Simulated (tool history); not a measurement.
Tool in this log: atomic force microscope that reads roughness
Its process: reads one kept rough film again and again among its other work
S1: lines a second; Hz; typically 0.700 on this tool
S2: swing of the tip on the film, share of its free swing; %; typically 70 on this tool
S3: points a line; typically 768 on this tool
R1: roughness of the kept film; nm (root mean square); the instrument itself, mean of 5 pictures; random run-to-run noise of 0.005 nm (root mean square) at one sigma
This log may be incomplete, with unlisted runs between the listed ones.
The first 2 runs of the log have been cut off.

| run | hour | S1 | S2 | S3 | R1 |
|---|---|---|---|---|---|
| 3 | 47.0 | 0.700 | 70 | 559 | 0.753 |
| 4 | 62.4 | 0.700 | 70 | 768 | 0.756 |
| 5 | 77.2 | 0.700 | 71 | 768 | 0.748 |
| 6 | 103.9 | 0.794 | 71 | 768 | 0.739 |
| 7 | 123.6 | 0.700 | 70 | 768 | 0.743 |
| 8 | 146.1 | 0.700 | 70 | 768 | 0.744 |
| 9 | 171.8 | 0.700 | 87 | 768 | 0.745 |
| 10 | 186.3 | 0.700 | 87 | 768 | 0.727 |
| 11 | 207.5 | 0.700 | 87 | 768 | 0.735 |
| 12 | 228.5 | 0.700 | 87 | 768 | 0.735 |
| 13 | 243.8 | 0.700 | 87 | 768 | 0.729 |
| 14 | 255.7 | 0.700 | 87 | 768 | 0.726 |
| 15 | 275.3 | 0.700 | 87 | 768 | 0.721 |
| 16 | 296.6 | 0.700 | 87 | 768 | 0.727 |
| 17 | 319.4 | 0.700 | 87 | 768 | 0.726 |
| 18 | 330.6 | 0.700 | 70 | 768 | 0.730 |
| 19 | 351.5 | 0.700 | 70 | 768 | 0.735 |
| 20 | 371.7 | 0.700 | 70 | 768 | 0.725 |

What will run 21 give?
| 21 | 395.7 | 1.629 | 58 | 682 | ? |

{"run 21": {"R1": 0.73}}
Take away the tool's hidden state, keep the run-to-run variation as it was, and the same run would have given R1 0.760 nm (root mean square).
